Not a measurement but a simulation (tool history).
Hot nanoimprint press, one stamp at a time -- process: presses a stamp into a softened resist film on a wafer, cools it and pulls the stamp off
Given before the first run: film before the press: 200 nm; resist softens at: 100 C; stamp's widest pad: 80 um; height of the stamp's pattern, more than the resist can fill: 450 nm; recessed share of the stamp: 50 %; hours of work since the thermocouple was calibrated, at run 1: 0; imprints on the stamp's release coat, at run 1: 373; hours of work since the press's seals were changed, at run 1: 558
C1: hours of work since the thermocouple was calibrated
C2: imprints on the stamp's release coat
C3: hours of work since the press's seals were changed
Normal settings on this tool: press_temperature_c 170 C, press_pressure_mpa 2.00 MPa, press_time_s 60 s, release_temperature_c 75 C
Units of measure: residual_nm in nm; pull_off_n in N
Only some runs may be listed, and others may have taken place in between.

Run 1, day 0.000: usual settings; C1 0; C2 373; C3 558. Result: residual_nm 106.8 nm, pull_off_n 234 N.
Run 2, day 1.808: usual settings; C1 33; C2 624; C3 592. Result: residual_nm 106.7 nm, pull_off_n 248 N.
Run 3, day 5.538: usual settings; C1 103; C2 1141; C3 661. Result: residual_nm 106.6 nm, pull_off_n 266 N.
Run 4, day 8.729: usual settings; C1 162; C2 1584; C3 720. Result: residual_nm 106.5 nm, pull_off_n 300 N.
At day 11.562: stamp cleaned and given a new release coat.
Run 5, day 12.850: usual settings; C1 233; C2 179; C3 792. Result: residual_nm 106.1 nm, pull_off_n 223 N.
Run 6, day 16.712: usual settings but press_temperature_c 165 C; C1 305; C2 716; C3 863. Result: residual_nm 126.1 nm, pull_off_n 249 N.
Run 7, day 19.329: usual settings; C1 353; C2 1078; C3 912. Result: residual_nm 105.8 nm, pull_off_n 274 N.
At day 22.192: plate thermocouple calibrated.
Run 8, day 23.129: usual settings; C1 17; C2 1588; C3 980. Result: residual_nm 110.0 nm, pull_off_n 288 N.
At day 25.067: press's hydraulic seals changed and the load cell set to zero.
At day 26.062: stamp cleaned and given a new release coat.
Run 9, day 27.558: usual settings; C1 89; C2 207; C3 41. Result: residual_nm 106.0 nm, pull_off_n 222 N.
Run 10, day 31.496: usual settings; C1 161; C2 753; C3 114. Result: residual_nm 105.8 nm, pull_off_n 254 N.
Run 11, day 35.338: usual settings; C1 233; C2 1287; C3 186. Result: residual_nm 105.4 nm, pull_off_n 274 N.
Run 12, day 39.433: usual settings; C1 309; C2 1855; C3 261. Result: residual_nm 105.1 nm, pull_off_n 310 N.
At day 40.096: stamp cleaned and given a new release coat.
Run 13, day 42.754: usual settings but release_temperature_c 72 C; C1 365; C2 369; C3 318. Result: residual_nm 104.9 nm, pull_off_n 248 N.
At day 44.762: plate thermocouple calibrated.
Run 14, day 44.958: usual settings but release_temperature_c 72 C; C1 4; C2 657; C3 357. Result: residual_nm 106.6 nm, pull_off_n 257 N.
Run 15, day 47.821: usual settings but press_temperature_c 168 C, press_pressure_mpa 3.15 MPa, press_time_s 75 s, release_temperature_c 78 C; C1 57; C2 1055; C3 410. Result: residual_nm 88.9 nm, pull_off_n 263 N.
Run 16, day 51.117: usual settings but press_temperature_c 159 C, press_pressure_mpa 1.88 MPa, press_time_s 31 s, release_temperature_c 79 C; C1 118; C2 1512; C3 471. Result: residual_nm 171.2 nm, pull_off_n 269 N.
Run 17, day 53.475: usual settings but press_temperature_c 159 C, press_pressure_mpa 1.25 MPa, press_time_s 31 s, release_temperature_c 80 C; C1 161; C2 1840; C3 514. Result: residual_nm 180.2 nm, pull_off_n 283 N.
At day 54.433: stamp cleaned and given a new release coat.
Run 18, day 57.850: usual settings but press_temperature_c 158 C, press_pressure_mpa 3.01 MPa, press_time_s 48 s; C1 238; C2 475; C3 591. Result: residual_nm 148.3 nm, pull_off_n 242 N.
Run 19, day 61.346: usual settings but press_temperature_c 158 C, press_pressure_mpa 2.96 MPa, press_time_s 44 s, release_temperature_c 80 C; C1 302; C2 960; C3 656. Result: residual_nm 151.8 nm, pull_off_n 238 N.
Run 20, day 65.258: usual settings but press_temperature_c 158 C, press_pressure_mpa 2.96 MPa, press_time_s 44 s, release_temperature_c 80 C; C1 375; C2 1503; C3 728. Result: residual_nm 151.8 nm, pull_off_n 276 N.
At day 66.862: plate thermocouple calibrated.
At day 68.729: stamp cleaned and given a new release coat.
Run 21, day 69.100: usual settings but press_temperature_c 166 C, press_time_s 71 s; C1 37; C2 52; C3 792. Result: residual_nm 118.6 nm, pull_off_n 228 N.
Run 22, day 70.854: usual settings but press_temperature_c 179 C, press_pressure_mpa 1.78 MPa, press_time_s 35 s; C1 69; C2 295; C3 825. Result: residual_nm 99.4 nm, pull_off_n 225 N.
Run 23, day 74.500: usual settings but press_temperature_c 179 C, press_pressure_mpa 1.78 MPa, press_time_s 35 s; C1 137; C2 801; C3 892. Result: residual_nm 99.2 nm, pull_off_n 260 N.

Forecast run 24:
Run 24, day 76.908: usual settings but press_temperature_c 161 C, press_time_s 46 s, release_temperature_c 63 C; C1 181; C2 1136; C3 937. Result: residual_nm ?, pull_off_n ?.

residual_nm: 154.0 nm
pull_off_n: 325 N
With no hidden state in the tool, this same run would have given residual_nm 151.8 nm, pull_off_n 263 N.
